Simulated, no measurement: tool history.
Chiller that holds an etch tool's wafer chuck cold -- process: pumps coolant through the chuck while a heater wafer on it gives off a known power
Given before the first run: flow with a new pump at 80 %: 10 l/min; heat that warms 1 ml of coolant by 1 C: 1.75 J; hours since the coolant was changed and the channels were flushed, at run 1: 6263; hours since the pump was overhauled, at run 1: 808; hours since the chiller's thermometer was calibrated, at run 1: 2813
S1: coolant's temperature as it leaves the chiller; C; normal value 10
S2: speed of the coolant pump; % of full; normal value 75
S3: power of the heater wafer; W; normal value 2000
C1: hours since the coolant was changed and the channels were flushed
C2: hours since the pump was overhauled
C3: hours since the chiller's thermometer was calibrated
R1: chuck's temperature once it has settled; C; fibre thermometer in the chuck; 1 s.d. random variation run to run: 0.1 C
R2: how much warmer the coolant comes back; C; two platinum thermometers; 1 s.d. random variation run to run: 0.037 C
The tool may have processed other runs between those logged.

{"run": 1, "hour": 0.0, "S1": 10, "S2": 75, "S3": 2000, "C1": 6263, "C2": 808, "C3": 2813, "R1": 27.2, "R2": 7.32}
{"run": 2, "hour": 30.2, "S1": 10, "S2": 75, "S3": 2000, "C1": 6294, "C2": 838, "C3": 2843, "R1": 27.4, "R2": 7.36}
{"run": 3, "hour": 63.7, "S1": 10, "S2": 75, "S3": 2000, "C1": 6327, "C2": 871, "C3": 2877, "R1": 27.5, "R2": 7.3}
{"run": 4, "hour": 91.8, "S1": 10, "S2": 75, "S3": 1650, "C1": 6355, "C2": 899, "C3": 2905, "R1": 24.5, "R2": 6}
{"run": 5, "hour": 149.9, "S1": 10, "S2": 75, "S3": 2000, "C1": 6413, "C2": 957, "C3": 2963, "R1": 27.2, "R2": 7.31}
{"run": 6, "hour": 187.8, "S1": 10, "S2": 79, "S3": 2000, "C1": 6451, "C2": 995, "C3": 3001, "R1": 27.1, "R2": 6.88}
{"run": 7, "hour": 218.4, "S1": 10, "S2": 75, "S3": 2000, "C1": 6482, "C2": 1026, "C3": 3031, "R1": 27.6, "R2": 7.36}
{"run": 8, "hour": 262.0, "S1": 10, "S2": 75, "S3": 2000, "C1": 6525, "C2": 1070, "C3": 3075, "R1": 27.7, "R2": 7.33}
{"run": 9, "hour": 299.0, "S1": 10, "S2": 75, "S3": 2000, "C1": 6562, "C2": 1107, "C3": 3112, "R1": 27.5, "R2": 7.36}
{"run": 10, "hour": 340.6, "S1": 10, "S2": 75, "S3": 2000, "C1": 6604, "C2": 1148, "C3": 3153, "R1": 27.4, "R2": 7.35}
{"run": 11, "hour": 380.6, "S1": 3, "S2": 83, "S3": 2000, "C1": 6644, "C2": 1188, "C3": 3193, "R1": 19.7, "R2": 6.64}
{"run": 12, "hour": 441.0, "S1": 3, "S2": 83, "S3": 2000, "C1": 6704, "C2": 1249, "C3": 3254, "R1": 19.5, "R2": 6.67}
{"run": 13, "hour": 479.6, "S1": 16, "S2": 86, "S3": 1753, "C1": 6743, "C2": 1287, "C3": 3292, "R1": 30.3, "R2": 5.67}
{"run": 14, "hour": 515.1, "S1": 16, "S2": 86, "S3": 1753, "C1": 6779, "C2": 1323, "C3": 3328, "R1": 30.1, "R2": 5.69}
{"run": 15, "hour": 570.6, "S1": 16, "S2": 86, "S3": 1753, "C1": 6834, "C2": 1378, "C3": 3383, "R1": 30.2, "R2": 5.6}
{"run": 16, "hour": 626.3, "S1": 10, "S2": 79, "S3": 1331, "C1": 6890, "C2": 1434, "C3": 3439, "R1": 21.8, "R2": 4.64}
{"run": 17, "hour": 682.7, "S1": 10, "S2": 79, "S3": 1331, "C1": 6946, "C2": 1490, "C3": 3496, "R1": 21.6, "R2": 4.75}
{"hour": 687.3, "done": "chiller's thermometer calibrated"}
{"run": 18, "hour": 742.3, "S1": 5, "S2": 100, "S3": 1288, "C1": 7005, "C2": 1549, "C3": 55, "R1": 14.1, "R2": 3.61}
{"run": 19, "hour": 786.9, "S1": 8, "S2": 94, "S3": 2000, "C1": 7049, "C2": 1593, "C3": 100, "R1": 22.8, "R2": 5.9}

Measured minus without-hidden-state, run by run (identical run-to-run variation in each term; gauge scatter may differ):
Hidden state at play: heat passed by the chuck's channels, % of clean ones'; flow at a given pump speed, % of a new pump's; coolant's true temperature over the reading, C; drift of the gauge itself on chuck_c, C; drift of the gauge itself on warmer_back_c, C.
run=1 R1=+2.4 R2=+0.01
run=2 R1=+2.4 R2=+0.01
run=3 R1=+2.4 R2=+0.01
run=4 R1=+2.1 R2=+0.01
run=5 R1=+2.5 R2=+0.02
run=6 R1=+2.5 R2=+0.02
run=7 R1=+2.5 R2=+0.02
run=8 R1=+2.6 R2=+0.03
run=9 R1=+2.6 R2=+0.03
run=10 R1=+2.6 R2=+0.04
run=11 R1=+2.5 R2=+0.03
run=12 R1=+2.5 R2=+0.03
run=13 R1=+2.3 R2=+0.03
run=14 R1=+2.3 R2=+0.03
run=15 R1=+2.3 R2=+0.03
run=16 R1=+2 R2=+0.03
run=17 R1=+2 R2=+0.03
run=18 R1=+1.3 R2=+0.02
run=19 R1=+2 R2=+0.04

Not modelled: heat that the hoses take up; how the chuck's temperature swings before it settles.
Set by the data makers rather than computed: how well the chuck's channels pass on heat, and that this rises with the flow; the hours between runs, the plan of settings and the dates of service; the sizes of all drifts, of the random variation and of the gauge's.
